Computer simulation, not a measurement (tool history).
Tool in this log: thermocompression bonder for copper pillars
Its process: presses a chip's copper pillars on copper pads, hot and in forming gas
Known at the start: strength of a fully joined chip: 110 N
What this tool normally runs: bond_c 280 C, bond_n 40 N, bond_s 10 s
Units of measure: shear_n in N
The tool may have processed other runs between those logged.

| run | day | bond_c | bond_n | bond_s | shear_n |
|---|---|---|---|---|---|
| 1 | 0.000 | 280 | 40 | 10 | 67.7 |
| 2 | 1.029 | 280 | 40 | 10 | 67.6 |
|  | 1.346 | forming gas filter changed |
| 3 | 1.938 | 280 | 28 | 10 | 55.5 |
| 4 | 3.246 | 280 | 40 | 10 | 67.3 |
| 5 | 4.500 | 280 | 40 | 10 | 67.8 |
| 6 | 5.721 | 280 | 40 | 10 | 67.2 |
| 7 | 6.450 | 280 | 40 | 10 | 68.6 |
| 8 | 7.396 | 280 | 40 | 10 | 68.1 |
| 9 | 8.375 | 280 | 40 | 10 | 68.0 |
| 10 | 9.317 | 280 | 40 | 10 | 68.1 |
| 11 | 10.388 | 280 | 40 | 10 | 66.8 |
| 12 | 11.067 | 292 | 54 | 10 | 80.5 |
| 13 | 11.975 | 292 | 54 | 10 | 83.4 |
| 14 | 13.058 | 260 | 40 | 10 | 56.6 |
| 15 | 14.325 | 306 | 26 | 7 | 59.7 |
| 16 | 15.512 | 298 | 59 | 12 | 91.9 |
| 17 | 16.246 | 267 | 30 | 10 | 51.6 |
| 18 | 16.975 | 294 | 24 | 6 | 48.7 |
| 19 | 17.554 | 299 | 34 | 19 | 82.6 |

4 options for the next run, each taken on its own from the tool as it stands now. Forecast them:
| A | 18.704 | 299 | 43 | 19 | ? |
| B | 18.704 | 280 | 27 | 10 | ? |
| C | 18.704 | 299 | 50 | 19 | ? |
| D | 18.704 | 252 | 34 | 19 | ? |

| run | shear_n |
|---|---|
| A | 89.3 |
| B | 54.4 |
| C | 93.5 |
| D | 58.8 |
Had the tool no hidden state, the same runs would have come out as:
| run | shear_n |
|---|---|
| A | 90.1 |
| B | 55.0 |
| C | 94.3 |
| D | 59.5 |
